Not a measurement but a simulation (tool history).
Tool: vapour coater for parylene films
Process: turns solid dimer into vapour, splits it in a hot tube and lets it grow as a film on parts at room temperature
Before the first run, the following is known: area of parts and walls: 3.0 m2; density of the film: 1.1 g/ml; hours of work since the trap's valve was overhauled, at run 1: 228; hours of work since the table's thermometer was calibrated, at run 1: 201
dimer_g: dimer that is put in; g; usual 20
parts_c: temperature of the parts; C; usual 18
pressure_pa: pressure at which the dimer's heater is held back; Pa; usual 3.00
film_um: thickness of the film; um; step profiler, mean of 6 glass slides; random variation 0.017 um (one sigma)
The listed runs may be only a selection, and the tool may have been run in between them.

run	hour	dimer_g	parts_c	pressure_pa	hours of work since the trap's valve was overhauled	hours of work since the table's thermometer was calibrated	film_um
1	0.0	20	18	3.00	228	201	3.18
2	15.3	20	18	7.84	237	210	3.02
3	32.7	20	18	7.84	247	220	3.01
4	50.8	20	18	3.18	257	230	3.16
5	76.4	20	18	3.18	272	244	3.14
6	98.1	20	18	3.00	284	257	3.17
7	117.6	20	18	3.00	295	268	3.20
8	141.2	20	18	2.25	309	281	3.20
9	164.8	20	18	2.25	322	295	3.19
10	190.1	20	18	2.25	337	309	3.22
11	214.4	20	18	2.25	350	323	3.20
12	229.0	20	18	2.25	359	331	3.25
13	255.4	20	18	2.25	374	346	3.19
# hour 258.4: table's thermometer calibrated
14	276.8	20	18	2.25	385	10	3.22
15	297.0	20	18	2.25	397	22	3.19
16	315.8	20	19	3.00	407	33	3.07
17	341.4	20	19	3.00	422	47	3.05
18	362.4	20	19	3.00	434	59	3.06
19	375.7	20	19	3.00	442	67	3.07
20	397.6	20	19	3.00	454	79	3.04
# hour 422.8: table's thermometer calibrated, once more
21	425.3	20	19	3.00	469	1	3.07
22	447.2	20	19	3.00	482	14	3.07
23	472.9	20	18	3.00	496	28	3.12
24	498.6	20	18	3.00	511	43	3.10
25	522.0	20	16	2.18	524	56	3.33
26	541.2	20	16	2.18	535	67	3.32
27	553.5	20	15	3.24	542	74	3.34
28	568.9	20	12	3.94	551	83	3.52
29	582.3	32	21	3.94	558	91	4.58
30	597.4	9	21	9.57	567	99	1.21
# hour 604.1: trap's valve overhauled
31	615.5	9	21	9.57	6	107	1.28
32	628.6	16	18	3.00	14	115	2.61
33	646.0	25	12	6.65	24	125	4.45
34	665.8	26	15	6.77	35	136	4.33
35	679.6	26	15	6.77	43	144	4.33
36	706.2	14	10	9.85	58	159	2.56
37	733.1	14	14	11.81	73	174	2.31
38	749.5	14	11	11.01	83	184	2.48
39	760.6	16	16	11.09	89	190	2.53
40	779.8	11	18	3.00	100	201	1.76
41	797.0	11	18	3.00	110	210	1.76
42	813.0	20	18	7.25	119	220	3.07
43	831.7	19	18	6.99	129	230	2.93
44	848.3	8	25	3.06	139	240	1.08
45	867.9	8	25	3.06	150	251	1.06
46	889.9	10	18	4.71	163	263	1.58

Here are 5 independent what-if runs from the current tool condition. What would each one return?
A	913.4	12	24	10.57	176	277	?
B	913.4	24	10	5.17	176	277	?
C	913.4	21	21	3.00	176	277	?
D	913.4	20	22	3.00	176	277	?
E	913.4	20	15	3.00	176	277	?

run	film_um
A	1.56
B	4.51
C	3.13
D	2.94
E	3.43
With no hidden state in the tool, these same runs would have given:
run	film_um
A	1.59
B	4.61
C	3.20
D	3.00
E	3.51
